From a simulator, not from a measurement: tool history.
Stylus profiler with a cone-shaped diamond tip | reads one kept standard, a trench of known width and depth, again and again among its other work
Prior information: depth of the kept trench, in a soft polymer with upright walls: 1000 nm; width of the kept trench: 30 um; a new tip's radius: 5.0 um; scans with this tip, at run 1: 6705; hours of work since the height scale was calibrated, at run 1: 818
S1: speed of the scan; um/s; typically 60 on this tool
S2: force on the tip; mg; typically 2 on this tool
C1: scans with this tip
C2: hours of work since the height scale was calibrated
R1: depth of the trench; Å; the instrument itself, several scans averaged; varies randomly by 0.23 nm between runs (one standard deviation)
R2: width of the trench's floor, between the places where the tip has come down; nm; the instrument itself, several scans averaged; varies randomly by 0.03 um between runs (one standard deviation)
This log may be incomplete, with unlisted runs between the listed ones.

run    hour   S1    S2     C1    C2       R1     R2
  1       0   60     2   6705   818  10196.7  22450
  2    97.6   60     2   7301   891  10196.3  22330
  3   159.6  138     2   7680   937  10201.6  21950
  4   248.2  138     2   8220  1003  10200.1  21820
  5   348.3  138     2   8832  1078  10205.1  21710
  6   489.7   60  3.35   9695  1183  10274.4  21880
  7   579.6   60  3.35  10243  1250  10274.2  21810
  8   660.2   60  1.13  10735  1310  10171.2  21570
  9   727.7   60     2  11147  1360  10220.1  21550
 10     866   60  1.86  11992  1463  10215.4  21400
 11   984.1   60  1.86  12712  1551    10221  21310
 12  1077.8   60  1.86  13284  1621  10223.7  21170
 13  1198.6   60  1.86  14022  1711  10230.1  21110
 14  1312.1   80     2  14715  1796  10240.8  20890
 15  1427.2   80     2  15417  1881  10246.9  20800
 16  1536.4   52     2  16084  1963  10245.2  20780
 17  1607.8   60   5.7  16520  2016  10402.8  20750
 18  1715.1   80     2  17175  2096  10253.5  20490
 19  1804.7   80   0.9  17722  2162    10196  20230
 20  1880.4   80   0.9  18184  2219  10195.7  20160
 21  2021.4   23  4.55  19045  2324  10374.4  20420
     2042.7  -- height scale calibrated on a step standard
 22  2147.6   23  4.55  19812    78  10266.6  20300
 23  2266.2   23  4.55  20536   166  10270.6  20220
 24  2392.2   33  1.14  21305   260  10121.2  19950
 25    2463   30  3.96  21737   313  10255.9  20010
 26  2564.9  102  4.68  22359   389  10288.5  19790
 27  2711.1   60  3.35  23252   498    10239  19720
 28  2801.2   60  3.35  23801   565    10242  19610
 29  2905.3   28  1.78  24437   642  10173.2  19530
 30  3037.9   19  0.77  25247   741  10115.5  19470
 31    3124   21   4.1  25772   805  10284.7  19430
 32  3183.3   41   4.1  26134   850  10282.7  19350
 33  3263.5  152  5.57  26623   909  10346.2  19060
 34    3381   60  2.18  27341   997  10209.3  19080
 35  3518.9   60  2.18  28183  1100  10213.4  18930
 36  3581.4  161  5.14  28564  1146  10336.9  18730
 37  3681.2   22  3.45  29173  1220  10280.4  18970
 38  3812.1   16  1.28  29972  1318    10177  18860
 39  3916.7  163   3.6  30611  1396    10294  18400

5 options for the next run, each taken on its own from the tool as it stands now. Forecast them:
     4047.7  -- new tip fitted, height scale calibrated
  A  4047.7   33  2.03   0   0   ?   ?
     4047.7  -- new tip fitted, height scale calibrated
  B  4047.7   27   3.6   0   0   ?   ?
     4047.7  -- new tip fitted, height scale calibrated
  C  4047.7  104  3.28   0   0   ?   ?
     4047.7  -- new tip fitted, height scale calibrated
  D  4047.7  230  4.31   0   0   ?   ?
     4047.7  -- new tip fitted, height scale calibrated
  E  4047.7  208   3.6   0   0   ?   ?

run       R1     R2
  A  10146.6  23810
  B    10222  23830
  C  10201.2  23630
  D  10248.4  23290
  E  10220.7  23270
Stripped of hidden state, with their random variation kept, the same runs would have yielded:
run       R1     R2
  A  10150.9  23900
  B  10226.3  23920
  C  10205.5  23720
  D  10252.7  23380
  E    10225  23360
